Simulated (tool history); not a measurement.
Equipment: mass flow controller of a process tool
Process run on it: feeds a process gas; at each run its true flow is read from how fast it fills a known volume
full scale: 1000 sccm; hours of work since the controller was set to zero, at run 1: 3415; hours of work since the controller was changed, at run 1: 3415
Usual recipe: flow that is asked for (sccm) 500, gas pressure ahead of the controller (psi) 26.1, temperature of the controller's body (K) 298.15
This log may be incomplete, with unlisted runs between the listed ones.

run,hour,flow that is asked for (sccm),gas pressure ahead of the controller (psi),temperature of the controller's body (K),hours of work since the controller was set to zero,hours of work since the controller was changed,true flow (%)
1,0,500,26.1,298.15,3415,3415,99.35
2,121.5,248,26.1,298.15,3461,3461,98.79
3,294.8,500,26.1,298.15,3526,3526,99.21
4,458.5,500,26.1,298.15,3587,3587,99.28
5,696.1,500,26.1,298.15,3677,3677,99.34
6,854,500,26.1,298.15,3736,3736,99.22
7,1035.5,132,23.2,304.15,3804,3804,99.24
8,1275.5,258,26.1,296.15,3894,3894,98.72
9,1475.5,252,26.1,308.15,3969,3969,99.76

Run 10, settings as shown, results not yet in. Your forecast:
10,1584.1,450,25.8,306.15,4010,4010,?

{"run 10": {"true flow (%)": 99.98}}
On a tool with no hidden condition, and with the same random variation, this run would have come out at true flow (%) 99.96.
